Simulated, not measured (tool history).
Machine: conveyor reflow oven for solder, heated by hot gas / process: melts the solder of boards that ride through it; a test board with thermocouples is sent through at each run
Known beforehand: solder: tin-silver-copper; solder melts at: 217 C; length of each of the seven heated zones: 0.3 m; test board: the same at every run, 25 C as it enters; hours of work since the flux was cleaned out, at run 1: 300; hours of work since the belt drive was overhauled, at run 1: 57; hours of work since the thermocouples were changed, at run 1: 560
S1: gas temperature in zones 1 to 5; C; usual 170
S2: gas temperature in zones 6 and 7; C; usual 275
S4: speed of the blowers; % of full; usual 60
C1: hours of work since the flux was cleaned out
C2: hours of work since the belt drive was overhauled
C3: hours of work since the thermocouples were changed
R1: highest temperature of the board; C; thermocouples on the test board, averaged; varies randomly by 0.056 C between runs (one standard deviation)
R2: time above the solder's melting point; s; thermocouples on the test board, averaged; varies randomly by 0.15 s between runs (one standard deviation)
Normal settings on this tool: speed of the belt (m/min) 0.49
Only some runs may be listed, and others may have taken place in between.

{"run": 1, "day": 0.0, "S1": 170, "S2": 275, "speed of the belt (m/min)": 0.49, "S4": 60, "C1": 300, "C2": 57, "C3": 560, "R1": 263.08, "R2": 60.9}
{"run": 2, "day": 0.296, "S1": 181, "S2": 275, "speed of the belt (m/min)": 0.49, "S4": 60, "C1": 303, "C2": 60, "C3": 563, "R1": 264.55, "R2": 65.3}
{"run": 3, "day": 0.504, "S1": 170, "S2": 275, "speed of the belt (m/min)": 0.49, "S4": 60, "C1": 306, "C2": 62, "C3": 565, "R1": 263.11, "R2": 60.9}
{"run": 4, "day": 0.888, "S1": 170, "S2": 275, "speed of the belt (m/min)": 0.49, "S4": 60, "C1": 309, "C2": 66, "C3": 569, "R1": 263.13, "R2": 61.2}
{"run": 5, "day": 1.138, "S1": 170, "S2": 275, "speed of the belt (m/min)": 0.391, "S4": 60, "C1": 312, "C2": 69, "C3": 572, "R1": 268.73, "R2": 81.1}
{"run": 6, "day": 1.375, "S1": 172, "S2": 275, "speed of the belt (m/min)": 0.49, "S4": 60, "C1": 314, "C2": 71, "C3": 574, "R1": 263.29, "R2": 61.7}
{"run": 7, "day": 1.683, "S1": 172, "S2": 275, "speed of the belt (m/min)": 0.49, "S4": 60, "C1": 318, "C2": 74, "C3": 577, "R1": 263.36, "R2": 61.7}
{"run": 8, "day": 1.938, "S1": 172, "S2": 275, "speed of the belt (m/min)": 0.49, "S4": 60, "C1": 320, "C2": 77, "C3": 580, "R1": 263.31, "R2": 61.9}
{"run": 9, "day": 2.158, "S1": 172, "S2": 275, "speed of the belt (m/min)": 0.49, "S4": 60, "C1": 322, "C2": 79, "C3": 582, "R1": 263.4, "R2": 62}
{"run": 10, "day": 2.483, "S1": 172, "S2": 275, "speed of the belt (m/min)": 0.457, "S4": 60, "C1": 326, "C2": 82, "C3": 585, "R1": 265.26, "R2": 67.5}
{"run": 11, "day": 2.833, "S1": 170, "S2": 275, "speed of the belt (m/min)": 0.49, "S4": 60, "C1": 329, "C2": 86, "C3": 589, "R1": 263.07, "R2": 60.8}
{"run": 12, "day": 3.096, "S1": 170, "S2": 275, "speed of the belt (m/min)": 0.538, "S4": 60, "C1": 332, "C2": 89, "C3": 592, "R1": 260.13, "R2": 53.9}
{"run": 13, "day": 3.35, "S1": 170, "S2": 275, "speed of the belt (m/min)": 0.538, "S4": 60, "C1": 334, "C2": 91, "C3": 594, "R1": 260.14, "R2": 53.7}
{"run": 14, "day": 3.712, "S1": 162, "S2": 275, "speed of the belt (m/min)": 0.49, "S4": 60, "C1": 338, "C2": 95, "C3": 598, "R1": 262, "R2": 58.2}
{"run": 15, "day": 3.921, "S1": 162, "S2": 275, "speed of the belt (m/min)": 0.49, "S4": 60, "C1": 340, "C2": 97, "C3": 600, "R1": 261.97, "R2": 58.1}
{"run": 16, "day": 4.1, "S1": 169, "S2": 275, "speed of the belt (m/min)": 0.49, "S4": 64, "C1": 342, "C2": 99, "C3": 602, "R1": 263.41, "R2": 61.1}
{"run": 17, "day": 4.362, "S1": 170, "S2": 275, "speed of the belt (m/min)": 0.442, "S4": 60, "C1": 345, "C2": 102, "C3": 604, "R1": 265.73, "R2": 69.8}
{"run": 18, "day": 4.683, "S1": 155, "S2": 270, "speed of the belt (m/min)": 0.413, "S4": 90, "C1": 348, "C2": 105, "C3": 608, "R1": 264.18, "R2": 70.8}
{"run": 19, "day": 4.917, "S1": 155, "S2": 281, "speed of the belt (m/min)": 0.417, "S4": 90, "C1": 350, "C2": 107, "C3": 610, "R1": 274.59, "R2": 74.7}
{"day": 5.225, "done": "thermocouples of zones 6 and 7 changed"}
{"run": 20, "day": 5.358, "S1": 155, "S2": 266, "speed of the belt (m/min)": 0.417, "S4": 72, "C1": 354, "C2": 111, "C3": 1, "R1": 257.26, "R2": 65.6}
{"run": 21, "day": 5.758, "S1": 162, "S2": 266, "speed of the belt (m/min)": 0.417, "S4": 85, "C1": 358, "C2": 115, "C3": 5, "R1": 258.85, "R2": 69.5}
{"run": 22, "day": 6.146, "S1": 179, "S2": 275, "speed of the belt (m/min)": 0.48, "S4": 60, "C1": 362, "C2": 119, "C3": 9, "R1": 263.57, "R2": 65.7}
{"run": 23, "day": 6.412, "S1": 179, "S2": 267, "speed of the belt (m/min)": 0.48, "S4": 65, "C1": 365, "C2": 121, "C3": 12, "R1": 256.72, "R2": 62.4}
{"run": 24, "day": 6.629, "S1": 170, "S2": 275, "speed of the belt (m/min)": 0.535, "S4": 57, "C1": 367, "C2": 124, "C3": 14, "R1": 258.7, "R2": 53.1}
{"run": 25, "day": 6.808, "S1": 170, "S2": 275, "speed of the belt (m/min)": 0.499, "S4": 60, "C1": 369, "C2": 125, "C3": 16, "R1": 261.36, "R2": 59.2}
{"run": 26, "day": 7.038, "S1": 170, "S2": 275, "speed of the belt (m/min)": 0.499, "S4": 60, "C1": 371, "C2": 128, "C3": 18, "R1": 261.25, "R2": 59}
{"run": 27, "day": 7.208, "S1": 163, "S2": 275, "speed of the belt (m/min)": 0.49, "S4": 66, "C1": 373, "C2": 129, "C3": 20, "R1": 261.82, "R2": 58.6}
{"run": 28, "day": 7.442, "S1": 163, "S2": 268, "speed of the belt (m/min)": 0.49, "S4": 66, "C1": 375, "C2": 132, "C3": 22, "R1": 255.25, "R2": 55.1}
{"run": 29, "day": 7.621, "S1": 183, "S2": 278, "speed of the belt (m/min)": 0.544, "S4": 90, "C1": 377, "C2": 134, "C3": 24, "R1": 266.66, "R2": 60.4}
{"run": 30, "day": 7.933, "S1": 159, "S2": 275, "speed of the belt (m/min)": 0.479, "S4": 60, "C1": 380, "C2": 137, "C3": 27, "R1": 261.1, "R2": 58.4}

Consider 4 possible next runs. They are alternatives, not a sequence: every one starts from the tool as it was left by run 30. What does each give?
{"run": "A", "day": 8.171, "S1": 159, "S2": 275, "speed of the belt (m/min)": 0.479, "S4": 67, "C1": 382, "C2": 139, "C3": 30, "R1": "?", "R2": "?"}
{"run": "B", "day": 8.171, "S1": 169, "S2": 275, "speed of the belt (m/min)": 0.479, "S4": 60, "C1": 382, "C2": 139, "C3": 30, "R1": "?", "R2": "?"}
{"run": "C", "day": 8.171, "S1": 183, "S2": 265, "speed of the belt (m/min)": 0.572, "S4": 60, "C1": 382, "C2": 139, "C3": 30, "R1": "?", "R2": "?"}
{"run": "D", "day": 8.171, "S1": 170, "S2": 264, "speed of the belt (m/min)": 0.569, "S4": 80, "C1": 382, "C2": 139, "C3": 30, "R1": "?", "R2": "?"}

run=A R1=262.02 R2=59
run=B R1=262.49 R2=61.7
run=C R1=250.39 R2=48.7
run=D R1=249.86 R2=45.5
The same runs, with their run-to-run variation unchanged, on a tool lacking any hidden condition would have given:
run=A R1=263.46 R2=59.9
run=B R1=263.79 R2=62.4
run=C R1=251.71 R2=49.7
run=D R1=251.42 R2=46.7
